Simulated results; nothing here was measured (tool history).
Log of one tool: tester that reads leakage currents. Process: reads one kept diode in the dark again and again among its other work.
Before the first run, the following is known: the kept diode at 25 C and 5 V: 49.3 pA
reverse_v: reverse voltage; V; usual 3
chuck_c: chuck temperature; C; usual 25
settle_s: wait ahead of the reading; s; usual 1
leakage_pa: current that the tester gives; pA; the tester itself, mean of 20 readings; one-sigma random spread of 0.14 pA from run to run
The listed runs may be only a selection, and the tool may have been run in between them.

| run | hour | reverse_v | chuck_c | settle_s | leakage_pa |
|---|---|---|---|---|---|
| 1 | 0 | 3 | 25 | 1 | 42.13 |
| 2 | 202.1 | 3 | 25 | 1 | 42.22 |
| 3 | 451.5 | 3 | 25 | 1 | 41.73 |
| 4 | 648.6 | 3 | 25 | 1 | 42.08 |
|  | 685.8 | chuck's temperature calibrated |
| 5 | 807.7 | 3 | 25 | 1 | 42.2 |
| 6 | 962.4 | 3 | 25 | 1 | 42.19 |
| 7 | 1221 | 3 | 25 | 1 | 42.04 |
|  | 1405.1 | probe card cleaned and baked |
| 8 | 1412 | 3 | 25 | 1 | 42.32 |
| 9 | 1595.4 | 3 | 25 | 1 | 42.36 |
| 10 | 1820.6 | 10.51 | 25 | 1 | 63.18 |
| 11 | 2023.5 | 10.51 | 25 | 1 | 62.87 |
| 12 | 2288.8 | 3 | 25 | 1 | 41.96 |
| 13 | 2557.9 | 7.04 | 25 | 1 | 55.47 |
|  | 2720.8 | chuck's temperature calibrated |
| 14 | 2824.5 | 12.64 | 25 | 1 | 67.05 |
| 15 | 3060.5 | 3 | 23 | 1 | 35.34 |
| 16 | 3183.9 | 3 | 25 | 6.04 | 41.86 |
| 17 | 3301.1 | 17.88 | 25 | 6.04 | 74.44 |
| 18 | 3462.4 | 3 | 25 | 1 | 42.12 |
| 19 | 3714.2 | 1.06 | 25 | 2.19 | 29.96 |
| 20 | 3872.3 | 1.06 | 25 | 2.19 | 30.09 |
|  | 3910.9 | probe card cleaned and baked |
| 21 | 4144.9 | 6.1 | 41 | 7.82 | 197.31 |
| 22 | 4365 | 6.1 | 41 | 7.82 | 198.76 |
| 23 | 4599.1 | 6.1 | 41 | 0.37 | 198.93 |
|  | 4771.7 | chuck's temperature calibrated |
| 24 | 4872.8 | 3 | 25 | 3.07 | 42 |
| 25 | 5023.9 | 9.59 | 25 | 2.22 | 61.1 |
| 26 | 5294.8 | 2.23 | 41 | 0.5 | 144.09 |
| 27 | 5416.2 | 8.77 | 46 | 0.84 | 325.76 |
| 28 | 5629.1 | 16.82 | 32 | 6.12 | 132.63 |
| 29 | 5782.9 | 16.82 | 31 | 0.41 | 123.06 |
| 30 | 6032.5 | 16.82 | 31 | 0.41 | 123.25 |
| 31 | 6200.6 | 4.76 | 54 | 2.96 | 487.97 |
|  | 6422.8 | probe card cleaned and baked |
| 32 | 6427.4 | 4.76 | 54 | 2.96 | 486.57 |
| 33 | 6661.9 | 2.11 | 49 | 2.96 | 260.88 |
|  | 6815.3 | chuck's temperature calibrated |
| 34 | 6847.3 | 2.11 | 49 | 2.96 | 260 |
| 35 | 7077.8 | 3.47 | 39 | 6.96 | 140.77 |
|  | 7277.2 | tester calibrated |
| 36 | 7277.9 | 3 | 42 | 0.73 | 171.03 |

Hidden state or all else? Some run-to-run changes of leakage_pa, split into what the settings, what came in and random variation would give without the hidden state, and what is left for the hidden state (with any gauge scatter that isn't in both results):
The hidden state here: stray current of the dirty probe card, pA a volt; current scale over the true one, %; true chuck temperature over the reading, C; drift of the gauge itself on leakage_pa, %.
Run 23 -> 24: reverse_v 6.1 -> 3, chuck_c 41 -> 25, settle_s 0.37 -> 3.07, chuck's temperature calibrated. leakage_pa -156.93 pA: hidden state -0.14, all else -156.79.
Run 27 -> 28: reverse_v 8.77 -> 16.82, chuck_c 46 -> 32, settle_s 0.84 -> 6.12. leakage_pa -193.13 pA: hidden state -0.02, all else -193.11.
Run 30 -> 31: reverse_v 16.82 -> 4.76, chuck_c 31 -> 54, settle_s 0.41 -> 2.96. leakage_pa +364.72 pA: hidden state +0.18, all else +364.54.
Run 32 -> 33: reverse_v 4.76 -> 2.11, chuck_c 54 -> 49. leakage_pa -225.69 pA: hidden state -0.12, all else -225.57.
Run 33 -> 34: chuck's temperature calibrated. leakage_pa -0.88 pA: hidden state -0.18, all else -0.7.
